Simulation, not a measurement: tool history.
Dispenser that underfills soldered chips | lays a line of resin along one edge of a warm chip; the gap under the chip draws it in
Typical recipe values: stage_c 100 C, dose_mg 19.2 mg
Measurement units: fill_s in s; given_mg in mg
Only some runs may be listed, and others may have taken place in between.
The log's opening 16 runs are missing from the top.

| run | hour | stage_c | dose_mg | hours of work since the syringe was changed | hours of work since the valve was cleaned | hours of work since the stage was calibrated | fill_s | given_mg |
|---|---|---|---|---|---|---|---|---|
| 17 | 57.2 | 111 | 19.2 | 7 | 52 | 90 | 181.2 | 18.17 |
|  | 61.0 | new syringe of resin |
| 18 | 62.2 | 111 | 19.2 | 1 | 55 | 93 | 107.0 | 18.21 |
| 19 | 66.0 | 111 | 23.9 | 3 | 57 | 95 | 126.1 | 22.53 |
| 20 | 69.2 | 88 | 22.0 | 5 | 59 | 97 | 303.4 | 20.82 |
| 21 | 73.7 | 100 | 21.6 | 8 | 62 | 100 | 265.4 | 20.35 |
|  | 76.1 | new syringe of resin |
| 22 | 77.7 | 95 | 19.7 | 1 | 64 | 102 | 181.3 | 18.41 |
| 23 | 82.4 | 110 | 20.2 | 4 | 67 | 105 | 141.0 | 19.05 |
| 24 | 85.3 | 89 | 19.2 | 6 | 69 | 107 | 331.4 | 18.06 |
| 25 | 89.4 | 89 | 19.2 | 8 | 72 | 110 | 410.3 | 18.02 |
|  | 90.9 | new syringe of resin |
| 26 | 94.0 | 89 | 17.4 | 2 | 74 | 112 | 250.8 | 16.17 |
| 27 | 98.7 | 103 | 20.6 | 5 | 77 | 115 | 189.4 | 19.11 |
| 28 | 102.1 | 95 | 17.0 | 7 | 79 | 117 | 316.7 | 15.72 |
|  | 105.9 | new syringe of resin |
| 29 | 107.2 | 107 | 17.6 | 1 | 82 | 120 | 124.1 | 16.13 |
| 30 | 109.4 | 100 | 17.9 | 2 | 84 | 122 | 170.9 | 16.38 |
| 31 | 112.9 | 95 | 18.7 | 4 | 86 | 124 | 242.0 | 17.13 |
|  | 117.0 | dispensing valve cleaned and set on the balance |
| 32 | 118.1 | 102 | 24.1 | 7 | 1 | 126 | 227.6 | 24.00 |
|  | 121.9 | new syringe of resin |
| 33 | 121.9 | 101 | 21.3 | 0 | 3 | 129 | 133.9 | 21.32 |
| 34 | 124.6 | 100 | 16.3 | 2 | 5 | 130 | 168.8 | 16.26 |

Predict each of these 3 candidate next runs independently; none follows another, all start after run 34:
| A | 129.7 | 106 | 16.3 | 5 | 8 | 134 | ? | ? |
| B | 129.7 | 102 | 21.9 | 5 | 8 | 134 | ? | ? |
| C | 129.7 | 100 | 24.9 | 5 | 8 | 134 | ? | ? |

| run | fill_s | given_mg |
|---|---|---|
| A | 184.1 | 16.12 |
| B | 191.7 | 21.74 |
| C | 203.9 | 24.84 |
The same runs, with their run-to-run variation unchanged, on a tool lacking any hidden condition would have given:
| run | fill_s | given_mg |
|---|---|---|
| A | 124.6 | 16.24 |
| B | 129.9 | 21.90 |
| C | 138.5 | 25.02 |

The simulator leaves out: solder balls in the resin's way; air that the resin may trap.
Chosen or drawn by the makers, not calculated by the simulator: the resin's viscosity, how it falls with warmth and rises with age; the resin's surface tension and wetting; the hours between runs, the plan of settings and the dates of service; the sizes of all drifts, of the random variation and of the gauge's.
